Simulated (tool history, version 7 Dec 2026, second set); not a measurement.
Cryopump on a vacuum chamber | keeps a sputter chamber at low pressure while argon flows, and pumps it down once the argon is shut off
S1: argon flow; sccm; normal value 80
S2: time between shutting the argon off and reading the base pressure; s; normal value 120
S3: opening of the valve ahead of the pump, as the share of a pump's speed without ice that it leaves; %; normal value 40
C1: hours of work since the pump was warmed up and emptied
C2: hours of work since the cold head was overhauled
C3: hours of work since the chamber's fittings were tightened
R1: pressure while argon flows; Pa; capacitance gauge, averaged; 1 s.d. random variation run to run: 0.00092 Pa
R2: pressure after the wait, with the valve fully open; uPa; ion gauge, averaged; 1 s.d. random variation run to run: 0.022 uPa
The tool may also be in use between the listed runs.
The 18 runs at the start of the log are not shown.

{"run": 19, "hour": 309.4, "S1": 80, "S2": 36, "S3": 52, "C1": 583, "C2": 583, "C3": 787, "R1": 0.1822, "R2": 2.32}
{"run": 20, "hour": 326.7, "S1": 98, "S2": 92, "S3": 31, "C1": 596, "C2": 596, "C3": 800, "R1": 0.3431, "R2": 1.44}
{"run": 21, "hour": 348.4, "S1": 40, "S2": 184, "S3": 31, "C1": 612, "C2": 612, "C3": 815, "R1": 0.1409, "R2": 1.23}
{"run": 22, "hour": 369.9, "S1": 40, "S2": 184, "S3": 31, "C1": 628, "C2": 628, "C3": 831, "R1": 0.1425, "R2": 1.21}
{"run": 23, "hour": 379.5, "S1": 40, "S2": 184, "S3": 31, "C1": 635, "C2": 635, "C3": 838, "R1": 0.1423, "R2": 1.24}
{"run": 24, "hour": 389.0, "S1": 40, "S2": 184, "S3": 31, "C1": 642, "C2": 642, "C3": 845, "R1": 0.1429, "R2": 1.2}
{"run": 25, "hour": 409.3, "S1": 40, "S2": 184, "S3": 31, "C1": 656, "C2": 656, "C3": 860, "R1": 0.1438, "R2": 1.26}
{"run": 26, "hour": 425.4, "S1": 87, "S2": 101, "S3": 21, "C1": 668, "C2": 668, "C3": 872, "R1": 0.442, "R2": 1.52}
{"hour": 431.7, "done": "pump warmed up, emptied and cooled again"}
{"run": 27, "hour": 449.0, "S1": 62, "S2": 140, "S3": 40, "C1": 13, "C2": 682, "C3": 885, "R1": 0.1512, "R2": 1.11}
{"run": 28, "hour": 469.2, "S1": 96, "S2": 120, "S3": 40, "C1": 27, "C2": 697, "C3": 900, "R1": 0.2331, "R2": 1.16}
{"run": 29, "hour": 480.3, "S1": 96, "S2": 120, "S3": 40, "C1": 36, "C2": 705, "C3": 908, "R1": 0.2348, "R2": 1.18}
{"run": 30, "hour": 496.8, "S1": 34, "S2": 247, "S3": 16, "C1": 48, "C2": 717, "C3": 920, "R1": 0.206, "R2": 0.92}
{"run": 31, "hour": 511.6, "S1": 80, "S2": 210, "S3": 40, "C1": 58, "C2": 728, "C3": 931, "R1": 0.1966, "R2": 0.99}
{"run": 32, "hour": 524.5, "S1": 137, "S2": 210, "S3": 41, "C1": 68, "C2": 737, "C3": 941, "R1": 0.3286, "R2": 0.98}
{"run": 33, "hour": 537.8, "S1": 57, "S2": 58, "S3": 24, "C1": 78, "C2": 747, "C3": 950, "R1": 0.2302, "R2": 1.63}
{"run": 34, "hour": 558.4, "S1": 35, "S2": 120, "S3": 24, "C1": 93, "C2": 762, "C3": 965, "R1": 0.1431, "R2": 1.18}

Below are 3 alternative next runs, each starting from the tool's condition after run 34. Predict each:
{"run": "A", "hour": 568.1, "S1": 42, "S2": 120, "S3": 23, "C1": 100, "C2": 769, "C3": 973, "R1": "?", "R2": "?"}
{"run": "B", "hour": 568.1, "S1": 67, "S2": 128, "S3": 49, "C1": 100, "C2": 769, "C3": 973, "R1": "?", "R2": "?"}
{"run": "C", "hour": 568.1, "S1": 37, "S2": 120, "S3": 59, "C1": 100, "C2": 769, "C3": 973, "R1": "?", "R2": "?"}

run=A R1=0.1789 R2=1.22
run=B R1=0.1367 R2=1.13
run=C R1=0.0628 R2=1.18
Stripped of hidden state, with their random variation kept, the same runs would have yielded:
run=A R1=0.1758 R2=0.61
run=B R1=0.1318 R2=0.53
run=C R1=0.0601 R2=0.57

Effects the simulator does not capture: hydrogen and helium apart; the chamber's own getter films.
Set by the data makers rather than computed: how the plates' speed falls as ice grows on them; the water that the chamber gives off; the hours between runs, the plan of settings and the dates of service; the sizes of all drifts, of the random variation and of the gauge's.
